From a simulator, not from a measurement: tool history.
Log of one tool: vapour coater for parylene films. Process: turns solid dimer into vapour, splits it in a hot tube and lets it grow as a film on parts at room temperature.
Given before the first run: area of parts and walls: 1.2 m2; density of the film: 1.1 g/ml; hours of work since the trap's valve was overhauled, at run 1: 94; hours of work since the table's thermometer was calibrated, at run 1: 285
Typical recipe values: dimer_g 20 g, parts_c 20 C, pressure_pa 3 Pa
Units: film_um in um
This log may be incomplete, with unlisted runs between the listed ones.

run,hour,dimer_g,parts_c,pressure_pa,hours of work since the trap's valve was overhauled,hours of work since the table's thermometer was calibrated,film_um
1,0,20,20,3,94,285,10.42
2,21.1,20,20,3,103,294,10.37
3,38.3,20,20,3,110,301,10.45
4,59.7,20,20,3,119,309,10.33
5,81.6,16,20,3,128,318,8.26
6,98.4,20,20,3,135,325,10.4
7,128.1,20,20,3,147,337,10.41
8,144.6,20,20,3,153,344,10.48
9,167.4,17,20,3,163,353,8.79
10,194.2,17,20,3,174,364,8.71
11,220.8,20,20,3,185,375,10.25
12,244.9,20,20,3,195,385,10.38
13,271.2,30,20,3,205,396,15.34
14,299,30,20,3,217,407,15.43
15,324.7,30,20,3,227,418,15.31
16,343.4,20,20,3,235,426,10.17
17,359.3,20,22,3,241,432,9.52
18,376.2,20,22,3,248,439,9.67
# hour 381.9: trap's valve overhauled
19,393.7,20,22,3,5,444,9.61
20,414,18,18,5.33,13,453,8.75
21,436.4,10,18,2.01,22,462,5.55
22,452.9,8,20,3.1,29,469,3.98
# hour 475.4: trap's valve overhauled, once more
23,487.2,8,20,3.1,5,481,4.26
24,507,18,18,9.26,13,489,8.74
25,525.1,28,14,3.67,20,497,16.74
26,552.5,20,20,8.9,32,508,9.19
27,571.2,33,20,2.46,39,516,17.75
28,596.8,33,20,2.46,50,526,17.64
29,623,10,16,2.46,60,537,6.05
30,646.3,10,16,2.46,70,546,5.91
31,672.8,26,23,5.58,81,557,11.64
32,689.5,16,13,4.77,88,564,9.44
33,713.3,16,18,4.77,97,574,8.32
34,734.6,26,21,9.1,106,582,11.38
35,761.9,26,20,7.21,117,594,12.03
36,779.9,8,21,5.13,125,601,3.77
37,795.1,8,21,7.68,131,607,3.64

Hidden state or all else? Some run-to-run changes of film_um, split into what the settings, what came in and random variation would give without the hidden state, and what is left for the hidden state (with any gauge scatter that isn't in both results):
Unlogged tool condition in this case: vapour lost through the trap's worn valve, %; true temperature of the parts over the reading, C; drift of the gauge itself on film_um, %.
Run 12 -> 13: dimer_g 20 -> 30. film_um +4.96 um: hidden state -0.21, all else +5.17.
Run 15 -> 16: dimer_g 30 -> 20. film_um -5.14 um: hidden state +0.21, all else -5.35.
Run 22 -> 23: trap's valve overhauled, once more. film_um +0.28 um: hidden state +0.23, all else +0.05.
Run 26 -> 27: dimer_g 20 -> 33, pressure_pa 8.9 -> 2.46. film_um +8.56 um: hidden state -0.07, all else +8.63.
Run 28 -> 29: dimer_g 33 -> 10, parts_c 20 -> 16. film_um -11.59 um: hidden state +0.09, all else -11.68.
Run 35 -> 36: dimer_g 26 -> 8, parts_c 20 -> 21, pressure_pa 7.21 -> 5.13. film_um -8.26 um: hidden state +0.18, all else -8.44.
